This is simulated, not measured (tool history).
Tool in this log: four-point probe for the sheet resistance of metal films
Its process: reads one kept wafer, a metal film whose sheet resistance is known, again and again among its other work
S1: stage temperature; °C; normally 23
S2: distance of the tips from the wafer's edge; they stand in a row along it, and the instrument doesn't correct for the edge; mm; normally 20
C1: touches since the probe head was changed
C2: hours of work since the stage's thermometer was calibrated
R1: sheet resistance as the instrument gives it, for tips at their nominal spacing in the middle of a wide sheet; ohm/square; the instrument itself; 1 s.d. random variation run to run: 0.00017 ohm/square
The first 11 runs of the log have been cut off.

run   hour  S1  S2      C1   C2        R1
 12  226.6  20  29   97369  100  0.840268
 13  252.3  20  29   98295  111  0.840317
 14  265.7  20  29   98778  117  0.840320
 15  289.1  20  29   99618  127  0.840294
 16  308.6  20  29  100320  135  0.840484
 17  332.4  23  20  101178  145  0.837586
 18  352.9  23  20  101918  154  0.837820
 19  376.8  24   5  102777  165  0.840983
 20  399.4  28  19  103589  174  0.833263
 21  420.3  35   4  104343  183  0.833505
 22  443.4  30  46  105176  193  0.831381
 23  466.9  30  46  106021  203  0.831074
 24  479.7  32  61  106481  209  0.829191
 25  499.5  28   4  107194  218  0.840128
 26  518.2  28   4  107868  226  0.840346
 27  532.1  30  27  108370  232  0.831599

What does the tool deliver on the next run?
 28  547.0  19   8  108904  238   ?

{"run 28": {"R1": 0.843894}}
Minus the tool's unlogged condition, the same run would have read R1 0.833321 ohm/square.
